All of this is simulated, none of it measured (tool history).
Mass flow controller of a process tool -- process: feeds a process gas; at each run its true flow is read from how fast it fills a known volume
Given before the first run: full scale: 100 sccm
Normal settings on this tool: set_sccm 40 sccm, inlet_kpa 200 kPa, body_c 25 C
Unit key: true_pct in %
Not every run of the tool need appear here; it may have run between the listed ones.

| run | day | set_sccm | inlet_kpa | body_c | true_pct |
|---|---|---|---|---|---|
| 1 | 0 | 40 | 200 | 25 | 97.3 |
| 2 | 5.821 | 40 | 216 | 25 | 97.36 |
| 3 | 12.733 | 40 | 200 | 25 | 97.21 |
| 4 | 18.925 | 40 | 200 | 25 | 97.09 |
| 5 | 22.917 | 40 | 200 | 25 | 97.03 |
| 6 | 28.154 | 40 | 200 | 25 | 97.07 |
| 7 | 34.408 | 40 | 200 | 25 | 97.01 |
| 8 | 41.792 | 24 | 171 | 25 | 95.7 |
| 9 | 47.083 | 24 | 171 | 25 | 95.69 |
| 10 | 51.525 | 24 | 171 | 25 | 95.56 |
| 11 | 57.933 | 19 | 171 | 26 | 94.89 |
| 12 | 65.871 | 19 | 171 | 26 | 94.74 |
| 13 | 73.325 | 19 | 171 | 23 | 94.64 |

Below are 3 alternative next runs, each starting from the tool's condition after run 13. Predict each:
| A | 79.833 | 25 | 168 | 39 | ? |
| B | 79.833 | 30 | 207 | 35 | ? |
| C | 79.833 | 97 | 180 | 27 | ? |

| run | true_pct |
|---|---|
| A | 96.51 |
| B | 96.91 |
| C | 98.96 |
What these runs would have given with no unlogged condition in the tool:
| run | true_pct |
|---|---|
| A | 99.27 |
| B | 99.27 |
| C | 99.93 |

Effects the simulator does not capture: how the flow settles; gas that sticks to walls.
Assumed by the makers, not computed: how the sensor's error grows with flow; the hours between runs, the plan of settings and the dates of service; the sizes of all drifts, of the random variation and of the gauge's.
